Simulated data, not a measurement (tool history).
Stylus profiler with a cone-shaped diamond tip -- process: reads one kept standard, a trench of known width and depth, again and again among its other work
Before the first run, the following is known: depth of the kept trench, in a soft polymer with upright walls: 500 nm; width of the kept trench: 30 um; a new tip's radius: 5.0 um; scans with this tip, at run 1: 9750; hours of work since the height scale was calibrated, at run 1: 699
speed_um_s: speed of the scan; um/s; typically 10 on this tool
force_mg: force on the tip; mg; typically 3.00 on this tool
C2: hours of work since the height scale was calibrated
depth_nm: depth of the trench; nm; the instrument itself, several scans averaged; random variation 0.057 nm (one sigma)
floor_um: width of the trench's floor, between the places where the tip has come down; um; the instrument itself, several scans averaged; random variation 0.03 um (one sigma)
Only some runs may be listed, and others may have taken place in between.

{"run": 1, "hour": 0.0, "speed_um_s": 10, "force_mg": 3.0, "scans with this tip": 9750, "C2": 699, "depth_nm": 502.68, "floor_um": 23.4}
{"run": 2, "hour": 6.1, "speed_um_s": 28, "force_mg": 3.0, "scans with this tip": 9814, "C2": 704, "depth_nm": 502.7, "floor_um": 23.38}
{"run": 3, "hour": 13.5, "speed_um_s": 28, "force_mg": 3.0, "scans with this tip": 9892, "C2": 709, "depth_nm": 502.68, "floor_um": 23.35}
{"run": 4, "hour": 26.4, "speed_um_s": 28, "force_mg": 3.0, "scans with this tip": 10027, "C2": 719, "depth_nm": 502.62, "floor_um": 23.28}
{"run": 5, "hour": 34.1, "speed_um_s": 37, "force_mg": 3.0, "scans with this tip": 10108, "C2": 725, "depth_nm": 502.58, "floor_um": 23.22}
{"run": 6, "hour": 46.0, "speed_um_s": 37, "force_mg": 3.0, "scans with this tip": 10234, "C2": 734, "depth_nm": 502.64, "floor_um": 23.21}
{"run": 7, "hour": 59.6, "speed_um_s": 10, "force_mg": 4.04, "scans with this tip": 10376, "C2": 744, "depth_nm": 503.37, "floor_um": 23.33}
{"run": 8, "hour": 74.2, "speed_um_s": 10, "force_mg": 4.04, "scans with this tip": 10530, "C2": 755, "depth_nm": 503.31, "floor_um": 23.26}
{"run": 9, "hour": 82.6, "speed_um_s": 10, "force_mg": 4.04, "scans with this tip": 10617, "C2": 761, "depth_nm": 503.3, "floor_um": 23.26}
{"run": 10, "hour": 89.6, "speed_um_s": 10, "force_mg": 4.04, "scans with this tip": 10691, "C2": 767, "depth_nm": 503.19, "floor_um": 23.24}
{"run": 11, "hour": 102.5, "speed_um_s": 4, "force_mg": 1.72, "scans with this tip": 10827, "C2": 776, "depth_nm": 501.6, "floor_um": 23.21}
{"run": 12, "hour": 113.6, "speed_um_s": 4, "force_mg": 2.43, "scans with this tip": 10944, "C2": 785, "depth_nm": 502.13, "floor_um": 23.3}
{"run": 13, "hour": 127.5, "speed_um_s": 37, "force_mg": 2.21, "scans with this tip": 11090, "C2": 795, "depth_nm": 502.1, "floor_um": 23.09}
{"run": 14, "hour": 139.9, "speed_um_s": 37, "force_mg": 2.21, "scans with this tip": 11221, "C2": 805, "depth_nm": 501.9, "floor_um": 23.09}
{"run": 15, "hour": 150.4, "speed_um_s": 18, "force_mg": 5.11, "scans with this tip": 11330, "C2": 813, "depth_nm": 503.98, "floor_um": 23.14}
{"run": 16, "hour": 159.3, "speed_um_s": 16, "force_mg": 3.52, "scans with this tip": 11424, "C2": 819, "depth_nm": 502.96, "floor_um": 23.09}
{"run": 17, "hour": 172.6, "speed_um_s": 7, "force_mg": 3.52, "scans with this tip": 11563, "C2": 829, "depth_nm": 503.01, "floor_um": 23.14}
{"run": 18, "hour": 185.2, "speed_um_s": 10, "force_mg": 1.71, "scans with this tip": 11696, "C2": 839, "depth_nm": 501.61, "floor_um": 23.06}
{"run": 19, "hour": 191.9, "speed_um_s": 10, "force_mg": 7.12, "scans with this tip": 11767, "C2": 844, "depth_nm": 505.06, "floor_um": 23.07}
{"run": 20, "hour": 206.5, "speed_um_s": 10, "force_mg": 7.12, "scans with this tip": 11920, "C2": 855, "depth_nm": 505.08, "floor_um": 23.1}

How would selected steps in depth_nm from run to run divide? Give the signed amount a tool lacking its hidden state would still show from settings, what came in and random variation, and the signed amount left for the hidden state, including any gauge scatter that is not in both of the compared results.
What the log doesn't record here: radius of the tip, um; height scale over the true one, %; drift of the gauge itself on depth_nm, %; drift of the gauge itself on floor_um, %.
Run 3 -> 4: nothing adjusted, nothing logged. depth_nm -0.06 nm: hidden state -0.01, all else -0.05.
Run 6 -> 7: speed_um_s 37 -> 10, force_mg 3.00 -> 4.04. depth_nm +0.73 nm: hidden state -0.02, all else +0.75.
Run 14 -> 15: speed_um_s 37 -> 18, force_mg 2.21 -> 5.11. depth_nm +2.08 nm: hidden state -0.01, all else +2.09.
Run 18 -> 19: force_mg 1.71 -> 7.12. depth_nm +3.45 nm: hidden state -0.01, all else +3.46.
